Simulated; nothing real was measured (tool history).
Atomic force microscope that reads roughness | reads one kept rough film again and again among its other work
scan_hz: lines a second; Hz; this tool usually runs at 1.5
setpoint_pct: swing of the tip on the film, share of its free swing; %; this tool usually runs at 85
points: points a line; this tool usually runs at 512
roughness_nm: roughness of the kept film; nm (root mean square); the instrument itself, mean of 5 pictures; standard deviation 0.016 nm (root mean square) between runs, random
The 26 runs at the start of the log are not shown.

run,day,scan_hz,setpoint_pct,points,roughness_nm
27,28.079,1.16,56,375,3.882
28,29.1,0.78,68,450,3.767
29,29.892,1.8,67,360,3.574
30,31.146,1.5,74,512,3.486
31,32.025,1.5,62,512,3.483
# day 32.758: new tip fitted
32,33.488,2.15,62,430,3.995
33,34.15,0.77,56,430,4.014
34,35.029,1.5,78,592,3.765
35,35.846,1.31,71,891,3.769
36,36.583,0.75,80,512,3.684
37,38.025,0.81,80,660,3.551
38,39.354,0.89,88,423,3.336
# day 40.021: new tip fitted
39,40.383,2.43,87,512,3.62
40,41.404,2.43,87,512,3.507
41,42.733,2.43,80,649,3.519
42,43.767,2.43,80,649,3.441
# day 44.525: height scale calibrated on a step standard
43,44.567,0.96,69,590,3.718

What if the next run were any one of these 4? Each begins from the tool's condition after run 43:
A,45.392,0.96,69,764,?
B,45.392,1.5,63,512,?
C,45.392,2.77,55,787,?
D,45.392,3,79,383,?

run,roughness_nm
A,3.672
B,3.625
C,3.63
D,3.274
Without the tool's hidden state the same runs would have given:
run,roughness_nm
A,4.261
B,4.206
C,4.212
D,3.799
